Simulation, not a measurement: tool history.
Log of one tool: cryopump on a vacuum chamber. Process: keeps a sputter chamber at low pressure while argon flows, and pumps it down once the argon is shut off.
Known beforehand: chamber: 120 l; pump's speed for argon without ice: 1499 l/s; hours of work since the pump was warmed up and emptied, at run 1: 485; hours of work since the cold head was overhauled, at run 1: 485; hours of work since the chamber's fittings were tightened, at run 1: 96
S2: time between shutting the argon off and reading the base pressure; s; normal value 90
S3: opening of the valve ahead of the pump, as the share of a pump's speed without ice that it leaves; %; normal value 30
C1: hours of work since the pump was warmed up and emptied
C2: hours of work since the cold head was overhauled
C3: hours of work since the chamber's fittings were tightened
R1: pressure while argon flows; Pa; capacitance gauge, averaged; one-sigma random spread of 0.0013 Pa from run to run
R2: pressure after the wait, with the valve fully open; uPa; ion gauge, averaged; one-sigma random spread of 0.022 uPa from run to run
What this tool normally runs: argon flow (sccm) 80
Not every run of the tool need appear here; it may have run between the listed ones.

{"run": 1, "hour": 0.0, "argon flow (sccm)": 80, "S2": 90, "S3": 30, "C1": 485, "C2": 485, "C3": 96, "R1": 0.3136, "R2": 0.72}
{"run": 2, "hour": 28.5, "argon flow (sccm)": 80, "S2": 90, "S3": 30, "C1": 502, "C2": 502, "C3": 114, "R1": 0.3109, "R2": 0.73}
{"run": 3, "hour": 58.6, "argon flow (sccm)": 80, "S2": 90, "S3": 30, "C1": 521, "C2": 521, "C3": 132, "R1": 0.3134, "R2": 0.75}
{"run": 4, "hour": 85.8, "argon flow (sccm)": 80, "S2": 90, "S3": 30, "C1": 537, "C2": 537, "C3": 149, "R1": 0.3107, "R2": 0.76}
{"run": 5, "hour": 122.4, "argon flow (sccm)": 94, "S2": 90, "S3": 30, "C1": 560, "C2": 560, "C3": 171, "R1": 0.3688, "R2": 0.76}
{"run": 6, "hour": 157.2, "argon flow (sccm)": 80, "S2": 287, "S3": 30, "C1": 581, "C2": 581, "C3": 192, "R1": 0.3169, "R2": 0.58}
{"run": 7, "hour": 184.8, "argon flow (sccm)": 80, "S2": 287, "S3": 30, "C1": 598, "C2": 598, "C3": 209, "R1": 0.3162, "R2": 0.55}
{"run": 8, "hour": 207.1, "argon flow (sccm)": 80, "S2": 90, "S3": 30, "C1": 612, "C2": 612, "C3": 223, "R1": 0.3158, "R2": 0.85}
{"run": 9, "hour": 230.3, "argon flow (sccm)": 80, "S2": 90, "S3": 30, "C1": 626, "C2": 626, "C3": 237, "R1": 0.3164, "R2": 0.86}
{"run": 10, "hour": 246.2, "argon flow (sccm)": 80, "S2": 90, "S3": 30, "C1": 635, "C2": 635, "C3": 247, "R1": 0.3187, "R2": 0.84}
{"run": 11, "hour": 273.5, "argon flow (sccm)": 80, "S2": 59, "S3": 30, "C1": 652, "C2": 652, "C3": 263, "R1": 0.3187, "R2": 1.14}
{"run": 12, "hour": 291.2, "argon flow (sccm)": 80, "S2": 59, "S3": 30, "C1": 663, "C2": 663, "C3": 274, "R1": 0.3175, "R2": 1.1}
{"run": 13, "hour": 321.2, "argon flow (sccm)": 80, "S2": 59, "S3": 30, "C1": 681, "C2": 681, "C3": 293, "R1": 0.3163, "R2": 1.09}
{"run": 14, "hour": 358.4, "argon flow (sccm)": 80, "S2": 59, "S3": 30, "C1": 704, "C2": 704, "C3": 315, "R1": 0.3164, "R2": 1.12}
{"run": 15, "hour": 387.7, "argon flow (sccm)": 80, "S2": 90, "S3": 17, "C1": 722, "C2": 722, "C3": 333, "R1": 0.547, "R2": 0.97}
{"run": 16, "hour": 419.8, "argon flow (sccm)": 80, "S2": 90, "S3": 17, "C1": 742, "C2": 742, "C3": 353, "R1": 0.5461, "R2": 0.99}
{"run": 17, "hour": 449.9, "argon flow (sccm)": 80, "S2": 90, "S3": 17, "C1": 760, "C2": 760, "C3": 371, "R1": 0.5484, "R2": 0.98}
{"run": 18, "hour": 471.5, "argon flow (sccm)": 80, "S2": 90, "S3": 17, "C1": 773, "C2": 773, "C3": 384, "R1": 0.5525, "R2": 1.01}
{"run": 19, "hour": 495.7, "argon flow (sccm)": 80, "S2": 90, "S3": 17, "C1": 788, "C2": 788, "C3": 399, "R1": 0.5523, "R2": 1.04}
{"run": 20, "hour": 526.0, "argon flow (sccm)": 88, "S2": 96, "S3": 17, "C1": 807, "C2": 807, "C3": 418, "R1": 0.6083, "R2": 1.02}
{"run": 21, "hour": 559.6, "argon flow (sccm)": 88, "S2": 96, "S3": 17, "C1": 827, "C2": 827, "C3": 438, "R1": 0.6059, "R2": 1.04}
{"run": 22, "hour": 576.0, "argon flow (sccm)": 88, "S2": 96, "S3": 17, "C1": 837, "C2": 837, "C3": 448, "R1": 0.6073, "R2": 1.07}
{"run": 23, "hour": 613.7, "argon flow (sccm)": 88, "S2": 96, "S3": 17, "C1": 860, "C2": 860, "C3": 471, "R1": 0.6046, "R2": 1.11}
{"hour": 624.5, "done": "pump warmed up, emptied and cooled again"}
{"run": 24, "hour": 640.2, "argon flow (sccm)": 39, "S2": 83, "S3": 43, "C1": 10, "C2": 873, "C3": 484, "R1": 0.1027, "R2": 1.01}
{"run": 25, "hour": 659.3, "argon flow (sccm)": 39, "S2": 83, "S3": 43, "C1": 21, "C2": 885, "C3": 496, "R1": 0.1036, "R2": 1.05}
{"run": 26, "hour": 692.0, "argon flow (sccm)": 67, "S2": 90, "S3": 56, "C1": 41, "C2": 905, "C3": 516, "R1": 0.1376, "R2": 0.98}
{"run": 27, "hour": 707.7, "argon flow (sccm)": 67, "S2": 90, "S3": 56, "C1": 51, "C2": 915, "C3": 526, "R1": 0.1369, "R2": 1.05}
{"run": 28, "hour": 743.3, "argon flow (sccm)": 32, "S2": 90, "S3": 36, "C1": 73, "C2": 936, "C3": 548, "R1": 0.1005, "R2": 1.08}
{"run": 29, "hour": 768.7, "argon flow (sccm)": 32, "S2": 90, "S3": 36, "C1": 88, "C2": 952, "C3": 563, "R1": 0.1015, "R2": 1.04}
{"run": 30, "hour": 787.3, "argon flow (sccm)": 33, "S2": 115, "S3": 45, "C1": 100, "C2": 963, "C3": 574, "R1": 0.0845, "R2": 0.96}
{"run": 31, "hour": 825.2, "argon flow (sccm)": 33, "S2": 115, "S3": 45, "C1": 123, "C2": 986, "C3": 598, "R1": 0.0842, "R2": 1.04}
{"run": 32, "hour": 850.1, "argon flow (sccm)": 80, "S2": 25, "S3": 58, "C1": 138, "C2": 1002, "C3": 613, "R1": 0.1605, "R2": 2.14}
{"run": 33, "hour": 866.1, "argon flow (sccm)": 39, "S2": 90, "S3": 34, "C1": 148, "C2": 1011, "C3": 623, "R1": 0.1339, "R2": 1.11}
{"run": 34, "hour": 890.5, "argon flow (sccm)": 39, "S2": 90, "S3": 34, "C1": 163, "C2": 1026, "C3": 638, "R1": 0.1323, "R2": 1.09}

Measured minus without-hidden-state, run by run (identical run-to-run variation in each term; gauge scatter may differ):
The hidden state here: pump's speed, % of a pump's without ice; cold plate's temperature, K; leak into the chamber, uPa l/s; drift of the gauge itself on working_pa, %; drift of the gauge itself on base_upa, %.
run=1 R1=+0.0117 R2=+0.12
run=2 R1=+0.012 R2=+0.13
run=3 R1=+0.0125 R2=+0.14
run=4 R1=+0.0127 R2=+0.16
run=5 R1=+0.0157 R2=+0.18
run=6 R1=+0.0141 R2=+0.21
run=7 R1=+0.0144 R2=+0.22
run=8 R1=+0.0148 R2=+0.23
run=9 R1=+0.0152 R2=+0.24
run=10 R1=+0.0156 R2=+0.26
run=11 R1=+0.016 R2=+0.28
run=12 R1=+0.0163 R2=+0.28
run=13 R1=+0.0167 R2=+0.3
run=14 R1=+0.0173 R2=+0.33
run=15 R1=+0.0179 R2=+0.35
run=16 R1=+0.0184 R2=+0.37
run=17 R1=+0.019 R2=+0.39
run=18 R1=+0.0195 R2=+0.41
run=19 R1=+0.02 R2=+0.41
run=20 R1=+0.0225 R2=+0.43
run=21 R1=+0.0231 R2=+0.45
run=22 R1=+0.0235 R2=+0.46
run=23 R1=+0.0242 R2=+0.51
run=24 R1=+0.0008 R2=+0.38
run=25 R1=+0.001 R2=+0.4
run=26 R1=+0.002 R2=+0.41
run=27 R1=+0.0022 R2=+0.42
run=28 R1=+0.0012 R2=+0.44
run=29 R1=+0.0014 R2=+0.45
run=30 R1=+0.0015 R2=+0.45
run=31 R1=+0.0017 R2=+0.48
run=32 R1=+0.0044 R2=+0.5
run=33 R1=+0.0023 R2=+0.51
run=34 R1=+0.0024 R2=+0.51
